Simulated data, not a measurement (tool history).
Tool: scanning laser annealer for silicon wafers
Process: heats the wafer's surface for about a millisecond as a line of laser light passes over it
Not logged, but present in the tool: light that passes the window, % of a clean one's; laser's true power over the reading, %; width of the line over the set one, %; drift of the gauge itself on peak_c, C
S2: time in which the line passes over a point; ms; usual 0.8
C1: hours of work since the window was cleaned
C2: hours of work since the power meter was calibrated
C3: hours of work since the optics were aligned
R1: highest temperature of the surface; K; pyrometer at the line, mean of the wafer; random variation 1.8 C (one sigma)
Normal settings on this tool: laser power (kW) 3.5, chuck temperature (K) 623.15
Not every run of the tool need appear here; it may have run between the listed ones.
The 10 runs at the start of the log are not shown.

run 11 hour=634.2 | laser_power_(kW)=3.5 S2=0.8 chuck_temperature_(K)=623.15 | C1=95 C2=1539 C3=1477 | R1=1324.15
run 12 hour=676.1 | laser_power_(kW)=3.5 S2=0.8 chuck_temperature_(K)=623.15 | C1=120 C2=1564 C3=1503 | R1=1325.15
run 13 hour=713.4 | laser_power_(kW)=3.5 S2=0.8 chuck_temperature_(K)=623.15 | C1=143 C2=1587 C3=1525 | R1=1328.15
run 14 hour=798.4 | laser_power_(kW)=3.5 S2=0.8 chuck_temperature_(K)=623.15 | C1=195 C2=1639 C3=1577 | R1=1325.15
run 15 hour=881.8 | laser_power_(kW)=3.5 S2=0.8 chuck_temperature_(K)=623.15 | C1=245 C2=1690 C3=1628 | R1=1323.15
run 16 hour=925.1 | laser_power_(kW)=3.5 S2=0.8 chuck_temperature_(K)=623.15 | C1=272 C2=1716 C3=1654 | R1=1326.15
run 17 hour=1009.1 | laser_power_(kW)=3.5 S2=0.8 chuck_temperature_(K)=623.15 | C1=323 C2=1767 C3=1705 | R1=1324.15
run 18 hour=1091 | laser_power_(kW)=3.5 S2=0.8 chuck_temperature_(K)=588.15 | C1=373 C2=1817 C3=1755 | R1=1291.15
-- hour=1099 window over the wafer cleaned
run 19 hour=1153.5 | laser_power_(kW)=3.42 S2=0.8 chuck_temperature_(K)=588.15 | C1=33 C2=1854 C3=1792 | R1=1275.15
-- hour=1179.4 optics aligned, line set to its width
run 20 hour=1199.9 | laser_power_(kW)=3.274 S2=0.794 chuck_temperature_(K)=644.15 | C1=58 C2=1879 C3=12 | R1=1300.15
run 21 hour=1276.7 | laser_power_(kW)=3.274 S2=0.794 chuck_temperature_(K)=644.15 | C1=105 C2=1925 C3=59 | R1=1298.15
run 22 hour=1312.3 | laser_power_(kW)=3.274 S2=0.663 chuck_temperature_(K)=629.15 | C1=127 C2=1947 C3=81 | R1=1239.15
run 23 hour=1394.9 | laser_power_(kW)=3.274 S2=0.663 chuck_temperature_(K)=629.15 | C1=177 C2=1997 C3=131 | R1=1235.15
run 24 hour=1475.9 | laser_power_(kW)=3.683 S2=0.575 chuck_temperature_(K)=623.15 | C1=226 C2=2047 C3=180 | R1=1265.15
run 25 hour=1559.3 | laser_power_(kW)=3.277 S2=0.819 chuck_temperature_(K)=607.15 | C1=277 C2=2097 C3=231 | R1=1271.15
run 26 hour=1616 | laser_power_(kW)=3.5 S2=0.819 chuck_temperature_(K)=607.15 | C1=311 C2=2132 C3=265 | R1=1312.15
run 27 hour=1683.1 | laser_power_(kW)=3.5 S2=0.819 chuck_temperature_(K)=607.15 | C1=352 C2=2173 C3=306 | R1=1316.15
-- hour=1724.4 window over the wafer cleaned
run 28 hour=1758.3 | laser_power_(kW)=3.5 S2=0.961 chuck_temperature_(K)=608.15 | C1=21 C2=2217 C3=351 | R1=1369.15
run 29 hour=1818.4 | laser_power_(kW)=3.069 S2=0.8 chuck_temperature_(K)=635.15 | C1=57 C2=2254 C3=387 | R1=1251.15
run 30 hour=1901.7 | laser_power_(kW)=3.379 S2=0.684 chuck_temperature_(K)=635.15 | C1=108 C2=2304 C3=438 | R1=1268.15
run 31 hour=1963.4 | laser_power_(kW)=3.022 S2=0.684 chuck_temperature_(K)=606.15 | C1=145 C2=2342 C3=476 | R1=1173.15

4 options for the next run, each taken on its own from the tool as it stands now. Forecast them:
run A hour=2018.5 | laser_power_(kW)=3.728 S2=0.684 chuck_temperature_(K)=606.15 | C1=179 C2=2375 C3=509 | R1=?
run B hour=2018.5 | laser_power_(kW)=3.59 S2=0.812 chuck_temperature_(K)=587.15 | C1=179 C2=2375 C3=509 | R1=?
run C hour=2018.5 | laser_power_(kW)=3.09 S2=0.684 chuck_temperature_(K)=606.15 | C1=179 C2=2375 C3=509 | R1=?
run D hour=2018.5 | laser_power_(kW)=3.158 S2=0.8 chuck_temperature_(K)=623.15 | C1=179 C2=2375 C3=509 | R1=?

run=A R1=1305.15
run=B R1=1311.15
run=C R1=1186.15
run=D R1=1253.15
Without the tool's hidden state the same runs would have given:
run=A R1=1305.15
run=B R1=1311.15
run=C R1=1186.15
run=D R1=1253.15
